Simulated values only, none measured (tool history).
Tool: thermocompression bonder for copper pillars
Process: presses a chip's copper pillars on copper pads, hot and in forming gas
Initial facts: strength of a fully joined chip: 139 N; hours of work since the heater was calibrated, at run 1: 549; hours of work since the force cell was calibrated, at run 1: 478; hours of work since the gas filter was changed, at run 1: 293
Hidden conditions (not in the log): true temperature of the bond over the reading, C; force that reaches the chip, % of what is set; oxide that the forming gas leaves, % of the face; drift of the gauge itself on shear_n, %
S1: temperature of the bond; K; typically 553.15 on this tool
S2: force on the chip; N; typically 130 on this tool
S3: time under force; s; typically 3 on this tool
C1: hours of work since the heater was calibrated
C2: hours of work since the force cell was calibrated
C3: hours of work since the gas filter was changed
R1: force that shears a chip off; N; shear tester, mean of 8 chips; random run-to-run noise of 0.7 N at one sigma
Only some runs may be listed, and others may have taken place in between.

run,day,S1,S2,S3,C1,C2,C3,R1
1,0,553.15,130,3,549,478,293,50.9
2,2.671,553.15,130,3,585,515,330,52.4
3,4.35,553.15,130,3,608,538,353,51.7
4,7.238,553.15,130,3,648,577,392,50.8
5,9.733,553.15,130,3,682,611,426,50.4
# day 10.021: heater calibrated with a thermocouple chip
6,11.988,553.15,130,3,27,641,456,51.9
# day 12.779: forming gas filter changed
7,13.725,544.15,149,3,50,665,13,60.9
8,15.142,544.15,149,3,70,684,32,59.6
9,17.75,553.15,150,3,106,720,68,65.1
# day 19.017: heater calibrated with a thermocouple chip, once more
10,20.629,567.15,150,4,22,758,106,72.8

Take each entry between the runs: how does the hidden state at the last listed run before it differ from the hidden state at the first listed run after it?
Runs 5 to 6: heater calibrated with a thermocouple chip (day 10.021)
  true temperature of the bond over the reading, C: 5.3 -> 7.7; force that reaches the chip, % of what is set: 97.8 -> 97.7; oxide that the forming gas leaves, % of the face: 10.91 -> 11.65
  the result without the hidden state subtracted from the measured one, R1: -4.2 -> -3.7 N
Runs 6 to 7: forming gas filter changed (day 12.779)
  true temperature of the bond over the reading, C: 7.7 -> 7.9; oxide that the forming gas leaves, % of the face: 11.65 -> 0.8
  the result without the hidden state subtracted from the measured one, R1: -3.7 -> +3 N
Runs 9 to 10: heater calibrated with a thermocouple chip, once more (day 19.017)
  true temperature of the bond over the reading, C: 8.3 -> -0.1; force that reaches the chip, % of what is set: 97.5 -> 97.4; oxide that the forming gas leaves, % of the face: 2.12 -> 3.1
  the result without the hidden state subtracted from the measured one, R1: +2.2 -> -3.8 N
